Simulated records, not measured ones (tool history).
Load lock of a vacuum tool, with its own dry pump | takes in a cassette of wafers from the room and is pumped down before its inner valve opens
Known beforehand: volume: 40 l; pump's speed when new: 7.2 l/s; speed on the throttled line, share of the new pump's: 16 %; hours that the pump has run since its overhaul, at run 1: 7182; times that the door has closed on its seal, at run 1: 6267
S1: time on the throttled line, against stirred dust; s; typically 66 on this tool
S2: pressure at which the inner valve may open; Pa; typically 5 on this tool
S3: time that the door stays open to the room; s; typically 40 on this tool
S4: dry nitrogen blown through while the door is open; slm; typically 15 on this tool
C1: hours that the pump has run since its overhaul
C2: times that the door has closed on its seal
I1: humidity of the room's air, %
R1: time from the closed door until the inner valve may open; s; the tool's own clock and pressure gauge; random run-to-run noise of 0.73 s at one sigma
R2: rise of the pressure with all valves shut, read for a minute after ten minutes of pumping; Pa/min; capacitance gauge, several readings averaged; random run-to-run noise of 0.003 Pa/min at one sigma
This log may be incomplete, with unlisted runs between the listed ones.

{"run": 1, "hour": 0.0, "S1": 66, "S2": 5, "S3": 40, "S4": 15, "C1": 7182, "C2": 6267, "I1": 43.2, "R1": 111.6, "R2": 0.015}
{"run": 2, "hour": 378.8, "S1": 66, "S2": 5, "S3": 162, "S4": 15, "C1": 7561, "C2": 7729, "I1": 45.9, "R1": 112.2, "R2": 0.034}
{"run": 3, "hour": 736.1, "S1": 66, "S2": 5, "S3": 162, "S4": 15, "C1": 7918, "C2": 9108, "I1": 44.8, "R1": 111.9, "R2": 0.029}
{"run": 4, "hour": 1102.8, "S1": 66, "S2": 5, "S3": 162, "S4": 15, "C1": 8285, "C2": 10523, "I1": 45.3, "R1": 111.7, "R2": 0.026}
{"run": 5, "hour": 1648.5, "S1": 78, "S2": 5, "S3": 40, "S4": 15, "C1": 8831, "C2": 12629, "I1": 42.6, "R1": 120.1, "R2": 0.018}
{"run": 6, "hour": 2066.4, "S1": 78, "S2": 5, "S3": 40, "S4": 33, "C1": 9249, "C2": 14242, "I1": 42.2, "R1": 121.4, "R2": 0.012}
{"run": 7, "hour": 2632.7, "S1": 78, "S2": 5, "S3": 40, "S4": 33, "C1": 9815, "C2": 16428, "I1": 47.1, "R1": 121.3, "R2": 0.011}
{"run": 8, "hour": 3202.7, "S1": 78, "S2": 5, "S3": 40, "S4": 33, "C1": 10385, "C2": 18627, "I1": 41.2, "R1": 121.0, "R2": 0.006}
{"run": 9, "hour": 3497.1, "S1": 78, "S2": 5, "S3": 40, "S4": 33, "C1": 10679, "C2": 19763, "I1": 38.8, "R1": 121.6, "R2": 0.012}
{"run": 10, "hour": 3811.7, "S1": 66, "S2": 5, "S3": 40, "S4": 15, "C1": 10994, "C2": 20978, "I1": 40.1, "R1": 112.3, "R2": 0.009}
{"run": 11, "hour": 4176.3, "S1": 66, "S2": 5, "S3": 26, "S4": 15, "C1": 11359, "C2": 22385, "I1": 44.9, "R1": 110.6, "R2": 0.019}
{"run": 12, "hour": 4526.9, "S1": 66, "S2": 5, "S3": 40, "S4": 15, "C1": 11709, "C2": 23738, "I1": 46.7, "R1": 111.9, "R2": 0.017}
{"hour": 4769.6, "done": "dry pump taken out, an overhauled one fitted"}
{"run": 13, "hour": 5105.2, "S1": 66, "S2": 5, "S3": 40, "S4": 15, "C1": 336, "C2": 25947, "I1": 44.4, "R1": 110.8, "R2": 0.021}
{"run": 14, "hour": 5630.3, "S1": 66, "S2": 5, "S3": 40, "S4": 15, "C1": 861, "C2": 27973, "I1": 43.2, "R1": 110.8, "R2": 0.022}
{"run": 15, "hour": 6139.5, "S1": 45, "S2": 5, "S3": 40, "S4": 6, "C1": 1370, "C2": 29938, "I1": 43.7, "R1": 94.2, "R2": 0.028}
{"run": 16, "hour": 6468.2, "S1": 51, "S2": 9, "S3": 40, "S4": 15, "C1": 1699, "C2": 31207, "I1": 43.5, "R1": 94.5, "R2": 0.02}
{"run": 17, "hour": 6887.5, "S1": 108, "S2": 6, "S3": 110, "S4": 32, "C1": 2118, "C2": 32825, "I1": 48.2, "R1": 144.4, "R2": 0.015}
{"run": 18, "hour": 7371.2, "S1": 108, "S2": 6, "S3": 110, "S4": 32, "C1": 2602, "C2": 34692, "I1": 43.7, "R1": 143.7, "R2": 0.014}
{"run": 19, "hour": 7947.8, "S1": 108, "S2": 6, "S3": 110, "S4": 32, "C1": 3178, "C2": 36917, "I1": 46.5, "R1": 145.7, "R2": 0.021}
{"run": 20, "hour": 8276.1, "S1": 62, "S2": 9, "S3": 67, "S4": 33, "C1": 3506, "C2": 38184, "I1": 48.1, "R1": 104.2, "R2": 0.015}
{"run": 21, "hour": 8863.2, "S1": 62, "S2": 9, "S3": 67, "S4": 33, "C1": 4094, "C2": 40449, "I1": 44.3, "R1": 104.9, "R2": 0.013}
{"run": 22, "hour": 9245.0, "S1": 62, "S2": 9, "S3": 67, "S4": 33, "C1": 4475, "C2": 41923, "I1": 43.5, "R1": 103.9, "R2": 0.013}
{"run": 23, "hour": 9516.7, "S1": 62, "S2": 9, "S3": 62, "S4": 33, "C1": 4747, "C2": 42971, "I1": 45.5, "R1": 103.4, "R2": 0.014}
{"run": 24, "hour": 9898.1, "S1": 66, "S2": 9, "S3": 209, "S4": 15, "C1": 5128, "C2": 44443, "I1": 45.6, "R1": 107.8, "R2": 0.03}
{"hour": 10228.4, "done": "door's seal changed, seat wiped"}
{"run": 25, "hour": 10305.7, "S1": 66, "S2": 5, "S3": 78, "S4": 15, "C1": 5535, "C2": 299, "I1": 47.2, "R1": 112.1, "R2": 0.021}
{"run": 26, "hour": 10677.0, "S1": 66, "S2": 5, "S3": 110, "S4": 9, "C1": 5906, "C2": 1732, "I1": 47.1, "R1": 111.6, "R2": 0.042}
{"run": 27, "hour": 11068.1, "S1": 66, "S2": 6, "S3": 144, "S4": 15, "C1": 6297, "C2": 3241, "I1": 44.0, "R1": 111.0, "R2": 0.028}
{"run": 28, "hour": 11474.0, "S1": 66, "S2": 6, "S3": 144, "S4": 15, "C1": 6703, "C2": 4808, "I1": 42.9, "R1": 110.5, "R2": 0.026}

What if the next run were any one of these 5? Each begins from the tool's condition after run 28:
{"run": "A", "hour": 11913.0, "S1": 66, "S2": 5, "S3": 119, "S4": 15, "C1": 7142, "C2": 6502, "I1": 41.3, "R1": "?", "R2": "?"}
{"run": "B", "hour": 11913.0, "S1": 66, "S2": 6, "S3": 103, "S4": 20, "C1": 7142, "C2": 6502, "I1": 44.4, "R1": "?", "R2": "?"}
{"run": "C", "hour": 11913.0, "S1": 67, "S2": 8, "S3": 28, "S4": 15, "C1": 7142, "C2": 6502, "I1": 46.0, "R1": "?", "R2": "?"}
{"run": "D", "hour": 11913.0, "S1": 83, "S2": 6, "S3": 170, "S4": 15, "C1": 7142, "C2": 6502, "I1": 42.8, "R1": "?", "R2": "?"}
{"run": "E", "hour": 11913.0, "S1": 66, "S2": 6, "S3": 40, "S4": 15, "C1": 7142, "C2": 6502, "I1": 46.5, "R1": "?", "R2": "?"}

run=A R1=110.7 R2=0.025
run=B R1=110.7 R2=0.019
run=C R1=108.7 R2=0.017
run=D R1=123.7 R2=0.030
run=E R1=110.0 R2=0.016
Without the tool's unlogged condition, the same runs would have read:
run=A R1=110.6 R2=0.025
run=B R1=110.6 R2=0.019
run=C R1=108.6 R2=0.017
run=D R1=123.6 R2=0.030
run=E R1=109.9 R2=0.016
